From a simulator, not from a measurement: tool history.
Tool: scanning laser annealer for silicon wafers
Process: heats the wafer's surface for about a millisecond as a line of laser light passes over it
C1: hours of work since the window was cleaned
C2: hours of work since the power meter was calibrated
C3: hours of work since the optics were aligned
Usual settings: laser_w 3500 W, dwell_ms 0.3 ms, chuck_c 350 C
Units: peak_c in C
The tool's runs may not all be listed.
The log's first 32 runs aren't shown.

run 33 hour=460.7 | laser_w=3403 dwell_ms=0.366 chuck_c=360 | C1=244 C2=495 C3=173 | peak_c=1135
run 34 hour=477.4 | laser_w=3757 dwell_ms=0.3 chuck_c=350 | C1=254 C2=505 C3=182 | peak_c=1146
run 35 hour=488.8 | laser_w=3504 dwell_ms=0.244 chuck_c=362 | C1=260 C2=511 C3=189 | peak_c=1032
run 36 hour=505.4 | laser_w=3301 dwell_ms=0.222 chuck_c=382 | C1=270 C2=521 C3=198 | peak_c=981
run 37 hour=524.9 | laser_w=3301 dwell_ms=0.222 chuck_c=382 | C1=281 C2=532 C3=209 | peak_c=978
run 38 hour=538.8 | laser_w=3591 dwell_ms=0.222 chuck_c=328 | C1=289 C2=540 C3=217 | peak_c=987
run 39 hour=556.2 | laser_w=3591 dwell_ms=0.222 chuck_c=328 | C1=299 C2=550 C3=227 | peak_c=986
run 40 hour=566.9 | laser_w=3838 dwell_ms=0.311 chuck_c=379 | C1=305 C2=556 C3=233 | peak_c=1207
run 41 hour=577.4 | laser_w=3430 dwell_ms=0.293 chuck_c=321 | C1=311 C2=562 C3=239 | peak_c=1030

Forecast each of these 3 alternatives for the next run:
run A hour=591 | laser_w=3076 dwell_ms=0.3 chuck_c=350 | C1=318 C2=569 C3=247 | peak_c=?
run B hour=591 | laser_w=3734 dwell_ms=0.292 chuck_c=357 | C1=318 C2=569 C3=247 | peak_c=?
run C hour=591 | laser_w=3431 dwell_ms=0.293 chuck_c=318 | C1=318 C2=569 C3=247 | peak_c=?

run=A peak_c=977
run=B peak_c=1135
run=C peak_c=1022
Without the tool's hidden state the same runs would have given:
run=A peak_c=998
run=B peak_c=1162
run=C peak_c=1046
